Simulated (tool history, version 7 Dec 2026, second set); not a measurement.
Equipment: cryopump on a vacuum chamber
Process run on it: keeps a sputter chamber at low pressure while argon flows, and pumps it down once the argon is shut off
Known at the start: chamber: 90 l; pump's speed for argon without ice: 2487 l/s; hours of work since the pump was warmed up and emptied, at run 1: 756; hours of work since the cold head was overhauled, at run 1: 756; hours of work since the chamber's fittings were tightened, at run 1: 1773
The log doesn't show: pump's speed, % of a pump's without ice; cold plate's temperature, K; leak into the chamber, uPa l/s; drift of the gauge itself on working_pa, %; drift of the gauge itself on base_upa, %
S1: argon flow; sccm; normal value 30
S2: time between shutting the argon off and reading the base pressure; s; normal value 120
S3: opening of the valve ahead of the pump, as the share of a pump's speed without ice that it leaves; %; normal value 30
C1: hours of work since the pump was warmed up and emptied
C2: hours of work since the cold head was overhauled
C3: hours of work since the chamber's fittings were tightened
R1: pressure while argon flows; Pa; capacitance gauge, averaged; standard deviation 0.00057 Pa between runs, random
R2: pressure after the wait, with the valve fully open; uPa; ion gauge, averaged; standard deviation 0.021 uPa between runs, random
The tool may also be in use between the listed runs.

run 1 hour=0.0 | S1=30 S2=120 S3=30 | C1=756 C2=756 C3=1773 | R1=0.0726 R2=1.59
run 2 hour=22.8 | S1=30 S2=120 S3=30 | C1=767 C2=767 C3=1784 | R1=0.0738 R2=1.63
run 3 hour=53.5 | S1=30 S2=120 S3=30 | C1=783 C2=783 C3=1800 | R1=0.0744 R2=1.60
run 4 hour=84.0 | S1=30 S2=120 S3=30 | C1=799 C2=799 C3=1815 | R1=0.0739 R2=1.62
run 5 hour=112.7 | S1=30 S2=120 S3=16 | C1=813 C2=813 C3=1830 | R1=0.1342 R2=1.64
run 6 hour=147.1 | S1=30 S2=120 S3=16 | C1=831 C2=831 C3=1847 | R1=0.1335 R2=1.68
run 7 hour=175.2 | S1=30 S2=120 S3=30 | C1=845 C2=845 C3=1862 | R1=0.0730 R2=1.67
run 8 hour=198.4 | S1=30 S2=120 S3=30 | C1=857 C2=857 C3=1873 | R1=0.0750 R2=1.68
run 9 hour=230.1 | S1=30 S2=120 S3=30 | C1=873 C2=873 C3=1890 | R1=0.0739 R2=1.74
run 10 hour=246.7 | S1=30 S2=120 S3=30 | C1=881 C2=881 C3=1898 | R1=0.0748 R2=1.72
run 11 hour=281.3 | S1=30 S2=120 S3=30 | C1=899 C2=899 C3=1915 | R1=0.0745 R2=1.71
run 12 hour=308.6 | S1=30 S2=22 S3=30 | C1=912 C2=912 C3=1929 | R1=0.0753 R2=3.38
run 13 hour=329.2 | S1=30 S2=120 S3=30 | C1=923 C2=923 C3=1940 | R1=0.0740 R2=1.76
run 14 hour=360.5 | S1=30 S2=260 S3=30 | C1=939 C2=939 C3=1956 | R1=0.0751 R2=1.55
run 15 hour=386.6 | S1=30 S2=260 S3=30 | C1=952 C2=952 C3=1969 | R1=0.0752 R2=1.57
run 16 hour=421.9 | S1=30 S2=260 S3=30 | C1=970 C2=970 C3=1987 | R1=0.0757 R2=1.61
run 17 hour=456.1 | S1=30 S2=120 S3=30 | C1=987 C2=987 C3=2004 | R1=0.0761 R2=1.86
run 18 hour=486.4 | S1=30 S2=120 S3=30 | C1=1003 C2=1003 C3=2020 | R1=0.0760 R2=1.88
run 19 hour=523.1 | S1=56 S2=120 S3=30 | C1=1021 C2=1021 C3=2038 | R1=0.1419 R2=1.89
run 20 hour=556.0 | S1=58 S2=120 S3=25 | C1=1038 C2=1038 C3=2055 | R1=0.1723 R2=1.93
run 21 hour=583.9 | S1=33 S2=33 S3=31 | C1=1052 C2=1052 C3=2069 | R1=0.0816 R2=2.80
-- hour=594.8 leaking fittings of the chamber tightened, without venting
run 22 hour=612.0 | S1=36 S2=50 S3=23 | C1=1065 C2=1065 C3=9 | R1=0.1165 R2=1.10
run 23 hour=646.8 | S1=15 S2=22 S3=17 | C1=1083 C2=1083 C3=26 | R1=0.0647 R2=2.16
run 24 hour=666.7 | S1=49 S2=23 S3=30 | C1=1093 C2=1093 C3=36 | R1=0.1252 R2=2.02
run 25 hour=689.4 | S1=54 S2=261 S3=25 | C1=1105 C2=1105 C3=48 | R1=0.1630 R2=0.43
run 26 hour=715.6 | S1=54 S2=261 S3=25 | C1=1118 C2=1118 C3=61 | R1=0.1643 R2=0.39
run 27 hour=754.2 | S1=30 S2=90 S3=52 | C1=1138 C2=1138 C3=81 | R1=0.0491 R2=0.71
run 28 hour=779.6 | S1=24 S2=159 S3=38 | C1=1150 C2=1150 C3=94 | R1=0.0513 R2=0.55
run 29 hour=815.6 | S1=30 S2=88 S3=17 | C1=1169 C2=1169 C3=112 | R1=0.1297 R2=0.74
run 30 hour=835.5 | S1=30 S2=88 S3=17 | C1=1179 C2=1179 C3=122 | R1=0.1307 R2=0.75
run 31 hour=866.8 | S1=30 S2=88 S3=17 | C1=1195 C2=1195 C3=138 | R1=0.1298 R2=0.75
-- hour=877.6 pump warmed up, emptied and cooled again
run 32 hour=898.6 | S1=30 S2=111 S3=31 | C1=11 C2=1208 C3=152 | R1=0.0663 R2=0.61
run 33 hour=919.1 | S1=28 S2=55 S3=46 | C1=21 C2=1219 C3=162 | R1=0.0415 R2=0.98
run 34 hour=956.5 | S1=28 S2=55 S3=46 | C1=40 C2=1238 C3=181 | R1=0.0416 R2=1.00
run 35 hour=972.8 | S1=38 S2=109 S3=28 | C1=48 C2=1246 C3=189 | R1=0.0933 R2=0.60

Forecast each of these 3 alternatives for the next run:
run A hour=999.2 | S1=39 S2=144 S3=58 | C1=62 C2=1259 C3=203 | R1=? R2=?
run B hour=999.2 | S1=43 S2=85 S3=30 | C1=62 C2=1259 C3=203 | R1=? R2=?
run C hour=999.2 | S1=36 S2=120 S3=41 | C1=62 C2=1259 C3=203 | R1=? R2=?

run=A R1=0.0472 R2=0.55
run=B R1=0.0987 R2=0.74
run=C R1=0.0609 R2=0.59
Had the tool no hidden state, the same runs would have come out as:
run=A R1=0.0465 R2=0.44
run=B R1=0.0979 R2=0.64
run=C R1=0.0602 R2=0.48
